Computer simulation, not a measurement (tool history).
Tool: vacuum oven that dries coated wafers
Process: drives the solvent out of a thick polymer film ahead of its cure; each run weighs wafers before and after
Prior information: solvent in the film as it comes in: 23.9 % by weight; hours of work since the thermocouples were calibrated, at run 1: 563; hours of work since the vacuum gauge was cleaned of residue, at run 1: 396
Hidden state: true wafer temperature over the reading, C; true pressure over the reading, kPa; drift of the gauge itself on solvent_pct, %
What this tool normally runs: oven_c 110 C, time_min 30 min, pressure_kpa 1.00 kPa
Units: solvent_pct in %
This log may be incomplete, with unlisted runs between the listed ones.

run     day  oven_c  time_min  pressure_kpa  hours of work since the thermocouples were calibrated  hours of work since the vacuum gauge was cleaned of residue  solvent_pct
  1   0.000     110        30          1.00                                                    563                                                          396         5.97
  2   1.933     110        30          1.00                                                    597                                                          430         6.04
  3   3.425     110        30          1.00                                                    623                                                          456         6.07
  4   4.417     110        27          1.00                                                    640                                                          474         6.71
  5   6.538     110        18          1.00                                                    677                                                          511         9.64
  6   8.408     110        18          1.00                                                    710                                                          543         9.69
  7  10.662     110        30          0.52                                                    749                                                          583         5.82
  8  12.083     110        30          0.52                                                    774                                                          607         5.85
  9  13.392     110        30          0.52                                                    797                                                          630         5.85
 10  14.821     110        23          0.52                                                    822                                                          655         7.58
 11  17.188     110        23          0.52                                                    863                                                          697         7.59
 12  18.954     113        30          1.00                                                    894                                                          727         5.15
 13  21.308     110        30          0.69                                                    935                                                          769         6.18
 14  23.562     110        30          1.00                                                    975                                                          808         6.23
 15  25.700     110        30          1.00                                                   1012                                                          845         6.27
 16  26.742     110        30          1.00                                                   1030                                                          864         6.20
 17  28.142     110        30          1.00                                                   1055                                                          888         6.21
 18  29.125     110        30          1.00                                                   1072                                                          905         6.23
 19  31.262     110        30          1.00                                                   1109                                                          943         6.43
 20  32.562     110        32          1.00                                                   1132                                                          965         5.91
 21  34.017     110        49          1.00                                                   1158                                                          991         3.39
 22  35.417     110        49          1.00                                                   1182                                                         1015         3.40
 23  36.688     110        49          1.00                                                   1204                                                         1037         3.54
 24  38.279     103        30          1.00                                                   1232                                                         1065         9.05
 25  39.875     103        30          1.00                                                   1260                                                         1093         8.92
 26  41.879     114        30          1.00                                                   1295                                                         1128         5.11
 27  43.954     114        19          1.00                                                   1331                                                         1164         8.09
 28  46.329     114        19          1.00                                                   1373                                                         1206         8.11
     46.962  -- oven's thermocouples calibrated
 29  47.529     114        19          2.09                                                     10                                                         1225         7.99
 30  49.804     124        30          1.00                                                     50                                                         1265         2.05
 31  51.242     121        39          0.94                                                     75                                                         1290         1.68
     51.450  -- vacuum gauge cleaned of residue and calibrated
 32  52.908      96        18          1.93                                                    103                                                           25        14.62

Run 33 comes next. What will it give?
 33  54.171     120        18          1.93                                                    125                                                           48            ?

solvent_pct: 6.36 %
Had the tool carried no hidden state, the very same run would have given solvent_pct 6.14 %.
